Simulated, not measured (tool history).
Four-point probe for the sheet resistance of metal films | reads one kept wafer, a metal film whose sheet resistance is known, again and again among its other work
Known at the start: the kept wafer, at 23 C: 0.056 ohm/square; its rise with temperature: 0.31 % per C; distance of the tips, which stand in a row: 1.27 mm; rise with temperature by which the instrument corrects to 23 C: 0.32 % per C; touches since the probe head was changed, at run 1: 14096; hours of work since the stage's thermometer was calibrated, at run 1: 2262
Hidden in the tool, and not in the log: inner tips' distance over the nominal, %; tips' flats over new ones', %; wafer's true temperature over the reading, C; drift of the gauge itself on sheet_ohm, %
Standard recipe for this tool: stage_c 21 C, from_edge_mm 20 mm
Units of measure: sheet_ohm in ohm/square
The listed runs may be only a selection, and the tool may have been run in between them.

run	day	stage_c	from_edge_mm	touches since the probe head was changed	hours of work since the stage's thermometer was calibrated	sheet_ohm
1	0.000	21	20	14096	2262	0.055952
2	0.704	21	20	14512	2270	0.055933
3	1.275	21	20	14852	2277	0.055941
4	2.067	21	20	15318	2286	0.055956
5	2.792	21	44	15749	2294	0.055862
6	3.317	21	20	16059	2300	0.055922
7	3.896	21	20	16401	2307	0.055936
8	4.638	21	20	16841	2316	0.055960
9	5.404	21	20	17295	2325	0.055946
10	6.067	21	20	17686	2332	0.055942
11	6.567	21	20	17983	2338	0.055937
12	6.946	21	20	18207	2342	0.055943
13	7.292	21	20	18412	2346	0.055949
14	7.983	21	20	18821	2354	0.055938
15	8.725	21	20	19261	2363	0.055952
16	9.404	21	70	19662	2371	0.055817
17	9.783	21	70	19888	2375	0.055835
18	10.600	21	5	20369	2384	0.057702

Estimate the outcome of run 19 from the log above:
19	11.096	22	20	20664	2390	?

{"run 19": {"sheet_ohm": 0.05595}}
Without the tool's hidden state the same run would have given sheet_ohm 0.056152 ohm/square.
